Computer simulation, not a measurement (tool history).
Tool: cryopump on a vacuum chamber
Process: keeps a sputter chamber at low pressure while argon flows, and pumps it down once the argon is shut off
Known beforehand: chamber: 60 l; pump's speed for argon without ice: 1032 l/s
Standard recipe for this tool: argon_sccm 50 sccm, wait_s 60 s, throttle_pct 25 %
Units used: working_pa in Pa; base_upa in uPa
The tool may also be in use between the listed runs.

run    hour  argon_sccm  wait_s  throttle_pct  working_pa  base_upa
  1     0.0          50      60            25      0.3300      2.60
  2    69.6          50      60            25      0.3322      2.49
  3   115.8          50      60            25      0.3324      2.52
  4   147.8          50      60            25      0.3333      2.57
  5   184.8          50      30            25      0.3317      4.67
  6   240.3          50      30            25      0.3347      4.77
  7   297.8          50      60            25      0.3359      2.83
  8   344.6          71      60            25      0.4760      2.89
  9   374.6          71      60            25      0.4782      2.84
 10   427.6          50      60            25      0.3366      3.00
 11   488.7          50      60            25      0.3384      2.98
 12   546.7          50      60            25      0.3384      3.01
 13   592.8          44      60            25      0.2985      3.12
 14   652.6          44      60            25      0.3019      3.13
 15   709.6          44      60            25      0.2994      3.19
 16   777.3          44      60            25      0.3014      3.31
 17   809.2          44      60            25      0.3027      3.41
 18   852.2          44      60            25      0.3007      3.38
 19   889.0          71     169            25      0.4881      2.18
 20   945.8          64     156            39      0.2926      2.30
 21   982.7          64      20            33      0.3405      7.35
 22  1048.5          34     160            22      0.2665      2.48
 23  1113.8          82      41            16      0.8782      4.62
 24  1154.5          24      62            33      0.1300      3.66
 25  1187.9          89      65            38      0.4266      3.62
 26  1228.4          76      60            25      0.5358      4.02
 27  1297.4          46      80            34      0.2447      3.46
 28  1346.4          50      33            43      0.2188      5.71
     1358.9  -- pump warmed up, emptied and cooled again
 29  1386.0          96      33            26      0.6113      5.13
 30  1456.8          96      33            26      0.6120      5.31
 31  1491.1          31      60            40      0.1280      3.72
 32  1542.9          31      60            40      0.1282      3.85
 33  1590.5          45      39            22      0.3368      4.73
 34  1638.8          45      39            22      0.3380      4.83

Here are 4 independent what-if runs from the current tool condition. What would each one return?
  A  1697.8          40     208            29           ?         ?
  B  1697.8          45      39            28           ?         ?
  C  1697.8          36      39            22           ?         ?
  D  1697.8          45      38            24           ?         ?

run  working_pa  base_upa
  A      0.2307      2.59
  B      0.2696      5.06
  C      0.2723      5.04
  D      0.3123      5.11
Had the tool no hidden state, the same runs would have come out as:
run  working_pa  base_upa
  A      0.2262      0.88
  B      0.2645      3.36
  C      0.2683      3.34
  D      0.3073      3.41

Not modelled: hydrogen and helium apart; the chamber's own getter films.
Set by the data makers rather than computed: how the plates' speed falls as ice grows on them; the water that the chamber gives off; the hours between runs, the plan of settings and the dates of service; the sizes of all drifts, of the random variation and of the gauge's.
